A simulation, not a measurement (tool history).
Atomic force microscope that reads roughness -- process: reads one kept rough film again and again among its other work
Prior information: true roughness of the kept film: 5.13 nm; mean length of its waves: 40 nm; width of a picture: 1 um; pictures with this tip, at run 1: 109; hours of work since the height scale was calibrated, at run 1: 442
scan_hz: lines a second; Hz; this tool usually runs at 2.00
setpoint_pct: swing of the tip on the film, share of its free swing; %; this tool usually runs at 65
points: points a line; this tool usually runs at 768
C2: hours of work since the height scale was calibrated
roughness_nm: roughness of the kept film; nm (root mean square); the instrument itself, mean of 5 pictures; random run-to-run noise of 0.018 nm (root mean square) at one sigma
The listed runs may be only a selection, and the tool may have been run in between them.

{"run": 1, "hour": 0.0, "scan_hz": 2.0, "setpoint_pct": 65, "points": 768, "pictures with this tip": 109, "C2": 442, "roughness_nm": 3.316}
{"hour": 9.7, "done": "new tip fitted"}
{"run": 2, "hour": 33.4, "scan_hz": 2.0, "setpoint_pct": 69, "points": 768, "pictures with this tip": 22, "C2": 462, "roughness_nm": 4.09}
{"run": 3, "hour": 57.8, "scan_hz": 2.0, "setpoint_pct": 71, "points": 768, "pictures with this tip": 45, "C2": 477, "roughness_nm": 3.796}
{"run": 4, "hour": 84.6, "scan_hz": 2.0, "setpoint_pct": 65, "points": 768, "pictures with this tip": 70, "C2": 493, "roughness_nm": 3.722}
{"run": 5, "hour": 109.9, "scan_hz": 3.31, "setpoint_pct": 65, "points": 768, "pictures with this tip": 94, "C2": 508, "roughness_nm": 3.37}
{"run": 6, "hour": 132.4, "scan_hz": 3.31, "setpoint_pct": 64, "points": 768, "pictures with this tip": 115, "C2": 521, "roughness_nm": 3.268}
{"hour": 135.1, "done": "new tip fitted"}
{"run": 7, "hour": 157.3, "scan_hz": 2.0, "setpoint_pct": 65, "points": 738, "pictures with this tip": 21, "C2": 536, "roughness_nm": 4.18}
{"run": 8, "hour": 189.5, "scan_hz": 3.64, "setpoint_pct": 65, "points": 768, "pictures with this tip": 51, "C2": 555, "roughness_nm": 3.673}
{"run": 9, "hour": 210.5, "scan_hz": 3.98, "setpoint_pct": 65, "points": 768, "pictures with this tip": 71, "C2": 567, "roughness_nm": 3.469}
{"run": 10, "hour": 242.2, "scan_hz": 3.98, "setpoint_pct": 65, "points": 768, "pictures with this tip": 101, "C2": 586, "roughness_nm": 3.249}
{"hour": 258.5, "done": "new tip fitted"}
{"run": 11, "hour": 269.3, "scan_hz": 3.98, "setpoint_pct": 65, "points": 768, "pictures with this tip": 10, "C2": 602, "roughness_nm": 4.036}
{"run": 12, "hour": 283.0, "scan_hz": 3.98, "setpoint_pct": 65, "points": 768, "pictures with this tip": 23, "C2": 610, "roughness_nm": 3.922}
{"run": 13, "hour": 313.1, "scan_hz": 3.98, "setpoint_pct": 65, "points": 768, "pictures with this tip": 51, "C2": 628, "roughness_nm": 3.662}
{"run": 14, "hour": 331.9, "scan_hz": 0.98, "setpoint_pct": 75, "points": 624, "pictures with this tip": 69, "C2": 640, "roughness_nm": 3.793}
{"run": 15, "hour": 361.9, "scan_hz": 3.37, "setpoint_pct": 60, "points": 694, "pictures with this tip": 97, "C2": 658, "roughness_nm": 3.49}
{"run": 16, "hour": 379.6, "scan_hz": 1.01, "setpoint_pct": 60, "points": 694, "pictures with this tip": 114, "C2": 668, "roughness_nm": 3.588}
{"hour": 382.3, "done": "new tip fitted"}
{"run": 17, "hour": 408.3, "scan_hz": 0.62, "setpoint_pct": 61, "points": 302, "pictures with this tip": 24, "C2": 685, "roughness_nm": 4.345}
{"run": 18, "hour": 426.5, "scan_hz": 0.62, "setpoint_pct": 61, "points": 302, "pictures with this tip": 41, "C2": 696, "roughness_nm": 4.214}
{"run": 19, "hour": 444.3, "scan_hz": 0.57, "setpoint_pct": 65, "points": 768, "pictures with this tip": 58, "C2": 707, "roughness_nm": 4.047}

Each row is a separate what-if for the run after 19, all from the same tool condition, not one after another. Results?
{"run": "A", "hour": 460.2, "scan_hz": 1.03, "setpoint_pct": 65, "points": 768, "pictures with this tip": 73, "C2": 716, "roughness_nm": "?"}
{"run": "B", "hour": 460.2, "scan_hz": 2.4, "setpoint_pct": 65, "points": 768, "pictures with this tip": 73, "C2": 716, "roughness_nm": "?"}
{"run": "C", "hour": 460.2, "scan_hz": 1.1, "setpoint_pct": 60, "points": 319, "pictures with this tip": 73, "C2": 716, "roughness_nm": "?"}
{"run": "D", "hour": 460.2, "scan_hz": 3.63, "setpoint_pct": 84, "points": 377, "pictures with this tip": 73, "C2": 716, "roughness_nm": "?"}

run=A roughness_nm=3.861
run=B roughness_nm=3.684
run=C roughness_nm=3.841
run=D roughness_nm=2.887
Stripped of hidden state, with their random variation kept, the same runs would have yielded:
run=A roughness_nm=4.547
run=B roughness_nm=4.338
run=C roughness_nm=4.524
run=D roughness_nm=3.400

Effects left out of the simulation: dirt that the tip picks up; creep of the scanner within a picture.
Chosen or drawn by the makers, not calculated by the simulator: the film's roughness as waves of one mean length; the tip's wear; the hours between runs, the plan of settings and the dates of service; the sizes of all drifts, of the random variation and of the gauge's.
